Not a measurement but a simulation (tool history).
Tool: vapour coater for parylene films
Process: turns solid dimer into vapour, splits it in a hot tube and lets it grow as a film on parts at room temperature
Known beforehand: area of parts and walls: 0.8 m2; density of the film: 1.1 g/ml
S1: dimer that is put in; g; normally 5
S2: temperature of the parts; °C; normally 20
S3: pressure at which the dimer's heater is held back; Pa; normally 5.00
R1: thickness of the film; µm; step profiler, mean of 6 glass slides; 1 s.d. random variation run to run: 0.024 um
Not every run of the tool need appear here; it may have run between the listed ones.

run	hour	S1	S2	S3	R1
1	0.0	5	20	5.00	3.46
2	15.6	3	20	5.00	2.05
3	36.1	3	20	5.47	2.05
4	52.5	3	20	2.28	2.16
5	65.8	8	20	5.00	5.56
6	79.2	8	20	5.00	5.54
7	96.0	8	14	5.00	6.63
8	106.6	8	14	5.00	6.62
9	127.6	8	14	5.00	6.67
10	147.7	8	14	5.00	6.64
# hour 161.7: trap's valve overhauled
11	176.5	8	14	5.00	6.68
12	192.3	5	20	5.00	3.46
13	203.8	4	30	4.82	2.05
14	224.4	2	20	5.00	1.38
15	236.1	4	16	9.25	3.03
16	260.2	5	20	7.32	3.36
17	280.6	5	19	3.92	3.62
18	295.0	5	19	3.92	3.61
19	316.2	5	21	5.00	3.38
20	330.3	5	21	5.00	3.36
21	349.2	2	15	5.00	1.62
22	364.8	5	16	4.25	3.95
23	377.8	5	16	4.25	3.99

What if the next run were any one of these 4? Each begins from the tool's condition after run 23:
A	394.9	2	20	5.00	?
B	394.9	5	13	4.04	?
C	394.9	4	30	2.75	?
D	394.9	9	13	3.31	?

run	R1
A	1.38
B	4.33
C	2.14
D	7.82
Take away the tool's hidden state, keep each run's random variation, and the runs would have read:
run	R1
A	1.38
B	4.34
C	2.14
D	7.84
